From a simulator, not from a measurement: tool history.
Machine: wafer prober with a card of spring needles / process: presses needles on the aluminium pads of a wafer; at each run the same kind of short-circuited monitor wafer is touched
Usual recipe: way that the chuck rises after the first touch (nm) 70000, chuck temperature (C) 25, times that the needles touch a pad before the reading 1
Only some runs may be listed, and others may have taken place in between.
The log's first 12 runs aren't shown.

run,hour,way that the chuck rises after the first touch (nm),chuck temperature (C),times that the needles touch a pad before the reading,resistance of one needle with its contact and lead (mohm),way that a needle slides on the pad (nm)
13,120.5,89000,25,1,172,20690
# hour 124.3: tips cleaned on abrasive film
14,132.0,70000,25,2,164,16180
# hour 143.5: tips cleaned on abrasive film
15,143.5,70000,25,2,122,16200
16,156.2,70000,25,1,203,16160
# hour 163.8: tips cleaned on abrasive film
17,163.8,70000,25,1,129,16120
# hour 165.4: height of the first contact set anew
18,172.1,76000,27,1,183,17480
19,181.1,72000,100,3,157,16580
# hour 183.9: tips cleaned on abrasive film
# hour 194.4: height of the first contact set anew, once more
20,196.4,72000,100,3,156,16950
# hour 204.3: tips cleaned on abrasive film
21,205.4,70000,46,3,132,16450
22,218.8,71000,53,2,170,16690
# hour 223.9: tips cleaned on abrasive film
23,230.6,65000,35,2,166,15210
# hour 243.3: tips cleaned on abrasive film
24,244.2,65000,35,2,131,15220
25,250.5,87000,86,1,175,20410
26,260.8,78000,40,2,161,18320
# hour 263.1: tips cleaned on abrasive film
27,269.2,54000,34,1,220,12630
# hour 282.5: tips cleaned on abrasive film
28,283.2,54000,34,1,153,12630
29,291.3,54000,34,1,232,12580
# hour 302.0: tips cleaned on abrasive film
30,302.2,70000,89,2,137,16310
31,308.9,70000,52,1,191,16360
32,318.5,63000,46,1,216,14700
# hour 322.0: tips cleaned on abrasive film
33,333.5,50000,56,1,251,11660

4 ways to go on from here, each from the tool as it stands after run 33. What would each give?
A,340.3,70000,36,1,?,?
B,340.3,51000,56,1,?,?
C,340.3,70000,110,2,?,?
D,340.3,74000,25,2,?,?

run,resistance of one needle with its contact and lead (mohm),way that a needle slides on the pad (nm)
A,202,16300
B,254,11880
C,171,16350
D,169,17250
Take away the tool's hidden state, keep each run's random variation, and the runs would have read:
run,resistance of one needle with its contact and lead (mohm),way that a needle slides on the pad (nm)
A,121,16440
B,125,12020
C,129,16490
D,123,17390
